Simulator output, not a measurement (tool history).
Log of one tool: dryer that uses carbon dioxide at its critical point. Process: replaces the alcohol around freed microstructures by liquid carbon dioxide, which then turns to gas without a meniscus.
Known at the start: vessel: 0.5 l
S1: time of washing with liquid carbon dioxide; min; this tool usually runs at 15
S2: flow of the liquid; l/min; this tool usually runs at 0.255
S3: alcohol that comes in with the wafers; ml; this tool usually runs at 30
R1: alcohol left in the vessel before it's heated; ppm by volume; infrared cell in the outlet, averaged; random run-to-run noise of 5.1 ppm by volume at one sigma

Run 1, hour 0.0: usual settings. Result: R1 134 ppm by volume.
Run 2, hour 6.5: usual settings but S3 58 ml. Result: R1 260 ppm by volume.
Run 3, hour 16.9: usual settings. Result: R1 135 ppm by volume.
Run 4, hour 23.6: usual settings. Result: R1 138 ppm by volume.
At hour 30.6: inlet filter changed.
Run 5, hour 35.8: usual settings but S1 10 min. Result: R1 705 ppm by volume.
Run 6, hour 45.6: usual settings but S1 10 min. Result: R1 712 ppm by volume.
Run 7, hour 52.8: usual settings but S1 10 min, S2 0.325 l/min. Result: R1 211 ppm by volume.
Run 8, hour 58.9: usual settings but S1 10 min, S2 0.193 l/min, S3 39 ml. Result: R1 2823 ppm by volume.
Run 9, hour 69.9: usual settings but S1 18 min, S3 34 ml. Result: R1 39 ppm by volume.
Run 10, hour 75.1: usual settings but S1 18 min, S3 34 ml. Result: R1 41 ppm by volume.

Predict each of these 4 candidate next runs independently; none follows another, all start after run 10:
Run A, hour 82.6: usual settings but S1 19 min, S2 0.420 l/min, S3 59 ml. Result: R1 ?.
Run B, hour 82.6: usual settings but S1 11 min, S3 34 ml. Result: R1 ?.
Run C, hour 82.6: usual settings but S3 88 ml. Result: R1 ?.
Run D, hour 82.6: usual settings but S1 9 min, S2 0.262 l/min, S3 45 ml. Result: R1 ?.

run    R1
  A    20
  B   539
  C   247
  D  1503
What these runs would have given with no unlogged condition in the tool:
run    R1
  A     8
  B   493
  C   215
  D  1410
